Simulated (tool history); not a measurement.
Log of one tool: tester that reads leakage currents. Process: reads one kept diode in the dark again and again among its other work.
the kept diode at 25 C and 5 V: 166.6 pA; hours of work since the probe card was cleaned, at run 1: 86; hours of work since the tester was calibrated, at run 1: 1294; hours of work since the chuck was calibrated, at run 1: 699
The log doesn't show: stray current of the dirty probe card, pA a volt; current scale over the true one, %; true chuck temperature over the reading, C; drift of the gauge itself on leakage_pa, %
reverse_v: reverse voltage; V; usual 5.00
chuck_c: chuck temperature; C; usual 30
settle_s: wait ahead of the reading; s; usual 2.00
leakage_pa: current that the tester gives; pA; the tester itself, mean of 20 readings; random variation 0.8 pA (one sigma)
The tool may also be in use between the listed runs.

run	day	reverse_v	chuck_c	settle_s	hours of work since the probe card was cleaned	hours of work since the tester was calibrated	hours of work since the chuck was calibrated	leakage_pa
1	0.000	5.00	30	2.00	86	1294	699	253.00
2	6.633	5.00	30	2.00	151	1360	764	251.51
3	12.946	2.14	30	2.00	213	1422	826	168.92
# day 13.558: chuck's temperature calibrated
4	17.329	2.14	30	2.00	256	1464	37	178.13
5	23.125	2.14	30	0.35	312	1521	94	180.10
6	28.833	2.14	30	0.35	369	1577	150	178.52
7	31.846	5.00	29	2.00	398	1606	180	237.75
8	37.725	5.00	30	2.00	456	1664	237	258.20
9	41.617	5.00	30	2.00	494	1702	276	259.76
10	45.188	5.00	30	2.00	529	1738	311	257.28
11	48.804	10.79	30	2.00	565	1773	346	365.77
12	52.662	3.03	30	2.00	603	1811	384	203.24
13	55.675	5.33	30	6.82	632	1841	414	262.77
14	60.475	5.33	30	6.82	680	1888	461	262.56
15	66.633	5.00	49	0.84	740	1948	522	1276.33
16	70.304	19.75	58	0.62	776	1984	558	4826.49
17	73.233	2.04	30	0.38	805	2013	586	168.19
18	80.000	2.04	30	0.38	871	2080	653	167.23
19	87.029	4.80	46	0.38	940	2149	722	966.17
20	94.046	4.80	46	0.38	1009	2218	791	963.73
# day 98.171: chuck's temperature calibrated
21	101.067	6.19	35	0.42	1078	2286	28	461.47

3 ways to go on from here, each from the tool as it stands after run 21. What would each give?
A	106.146	6.19	42	1.51	1128	2336	78	?
B	106.146	5.00	22	1.10	1128	2336	78	?
C	106.146	5.00	30	3.61	1128	2336	78	?

run	leakage_pa
A	830.61
B	128.33
C	267.72
Without the tool's hidden state the same runs would have given:
run	leakage_pa
A	828.87
B	126.32
C	265.82

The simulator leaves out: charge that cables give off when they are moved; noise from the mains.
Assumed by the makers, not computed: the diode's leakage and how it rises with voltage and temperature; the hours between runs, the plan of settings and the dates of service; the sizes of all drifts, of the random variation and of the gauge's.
